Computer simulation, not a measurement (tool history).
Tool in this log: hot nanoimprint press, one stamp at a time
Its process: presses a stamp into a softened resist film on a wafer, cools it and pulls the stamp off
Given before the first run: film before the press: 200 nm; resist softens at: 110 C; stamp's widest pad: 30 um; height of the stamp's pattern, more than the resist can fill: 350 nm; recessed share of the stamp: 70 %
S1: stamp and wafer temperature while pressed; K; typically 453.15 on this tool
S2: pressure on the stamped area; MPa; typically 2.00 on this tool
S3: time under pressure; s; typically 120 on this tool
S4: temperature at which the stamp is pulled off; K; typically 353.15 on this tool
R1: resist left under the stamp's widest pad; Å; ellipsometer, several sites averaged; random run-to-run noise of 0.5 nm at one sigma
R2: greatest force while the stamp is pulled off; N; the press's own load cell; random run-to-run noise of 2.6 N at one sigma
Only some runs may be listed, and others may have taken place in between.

run,hour,S1,S2,S3,S4,R1,R2
1,0.0,453.15,2.00,120,353.15,1171,118
2,38.0,453.15,1.54,120,353.15,1305,121
3,105.6,453.15,2.00,120,353.15,1172,125
4,167.7,453.15,2.00,120,353.15,1163,134
5,232.1,453.15,1.52,120,353.15,1307,132
# hour 251.9: press's hydraulic seals changed and the load cell set to zero
6,293.9,453.15,2.00,120,353.15,1157,135
7,339.1,453.15,2.00,120,360.15,1155,133
8,406.0,453.15,2.00,120,360.15,1142,136
9,463.7,453.15,2.00,120,353.15,1149,150
# hour 525.9: stamp cleaned and given a new release coat
10,531.5,453.15,2.00,120,346.15,1142,126
11,597.1,453.15,2.00,120,346.15,1137,131
12,658.3,453.15,2.00,204,352.15,952,135
13,712.9,453.15,2.00,173,356.15,1017,118
14,759.1,442.15,2.00,120,339.15,1546,152
15,798.1,453.15,1.26,167,353.15,1253,140
# hour 806.0: plate thermocouple calibrated
16,862.9,457.15,3.13,231,347.15,602,148
17,899.7,457.15,3.13,231,347.15,605,156
18,951.3,442.15,1.66,100,355.15,1652,143
# hour 984.8: plate thermocouple calibrated, once more
19,987.8,442.15,1.66,100,355.15,1692,148
# hour 1050.4: stamp cleaned and given a new release coat
20,1066.9,442.15,1.66,100,355.15,1686,113
21,1104.2,453.15,2.00,133,349.15,1116,126
22,1179.3,453.15,2.00,133,349.15,1118,134

Below, each run's measurement less what the same run would have read without the hidden state. Both values contain the same run-to-run variation, but the gauge's scatter may not be the same in both:
The hidden state here: true temperature over the reading, C; pressure that arrives at the usual setting, %; grip of the stamp's worn release coat, % over a new coat's; drift of the gauge itself on residual_nm, %; drift of the gauge itself on pull_off_n, %.
run,R1,R2
1,+9,+0
2,+5,+3
3,+5,+7
4,+2,+12
5,-3,+16
6,-15,+20
7,-16,+22
8,-19,+26
9,-21,+33
10,-23,+0
11,-26,+4
12,-27,+9
13,-29,+12
14,-31,+17
15,-34,+19
16,-32,+23
17,-33,+27
18,-43,+28
19,-11,+33
20,-13,+1
21,-17,+3
22,-19,+9

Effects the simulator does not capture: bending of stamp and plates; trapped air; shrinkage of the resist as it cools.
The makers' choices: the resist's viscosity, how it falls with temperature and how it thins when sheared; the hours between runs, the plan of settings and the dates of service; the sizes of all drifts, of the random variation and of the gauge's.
